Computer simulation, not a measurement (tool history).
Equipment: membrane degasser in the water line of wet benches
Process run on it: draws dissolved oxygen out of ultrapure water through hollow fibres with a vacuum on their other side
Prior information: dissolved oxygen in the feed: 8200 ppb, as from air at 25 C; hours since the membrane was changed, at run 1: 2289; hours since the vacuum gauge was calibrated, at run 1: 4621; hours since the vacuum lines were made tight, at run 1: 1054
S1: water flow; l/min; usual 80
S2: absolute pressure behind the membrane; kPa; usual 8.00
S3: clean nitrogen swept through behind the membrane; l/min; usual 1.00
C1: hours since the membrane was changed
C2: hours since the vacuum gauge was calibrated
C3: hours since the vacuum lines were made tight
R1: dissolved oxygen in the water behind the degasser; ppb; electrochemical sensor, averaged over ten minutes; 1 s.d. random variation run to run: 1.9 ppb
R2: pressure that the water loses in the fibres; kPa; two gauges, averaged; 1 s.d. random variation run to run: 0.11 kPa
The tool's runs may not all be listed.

run,day,S1,S2,S3,C1,C2,C3,R1,R2
1,0.000,80,8.00,1.00,2289,4621,1054,707.0,31.86
2,3.888,80,8.00,1.00,2383,4714,1148,701.9,31.75
3,10.592,80,19.33,1.00,2543,4875,1309,1877.3,31.81
4,14.200,80,19.33,1.00,2630,4961,1395,1878.6,31.77
5,19.221,80,7.41,1.00,2751,5082,1516,631.1,31.75
6,24.871,80,8.00,0.42,2886,5218,1651,1074.7,31.63
# day 25.392: vacuum gauge calibrated
7,32.025,49,8.00,2.53,3057,159,1822,244.8,19.45

Estimate the outcome of run 8 from the log above:
8,36.825,85,10.18,1.97,3173,274,1938,?,?

{"run 8": {"R1": 667.0, "R2": 33.65}}
With no hidden state in the tool, this same run would have given R1 656.2 ppb, R2 33.30 kPa.

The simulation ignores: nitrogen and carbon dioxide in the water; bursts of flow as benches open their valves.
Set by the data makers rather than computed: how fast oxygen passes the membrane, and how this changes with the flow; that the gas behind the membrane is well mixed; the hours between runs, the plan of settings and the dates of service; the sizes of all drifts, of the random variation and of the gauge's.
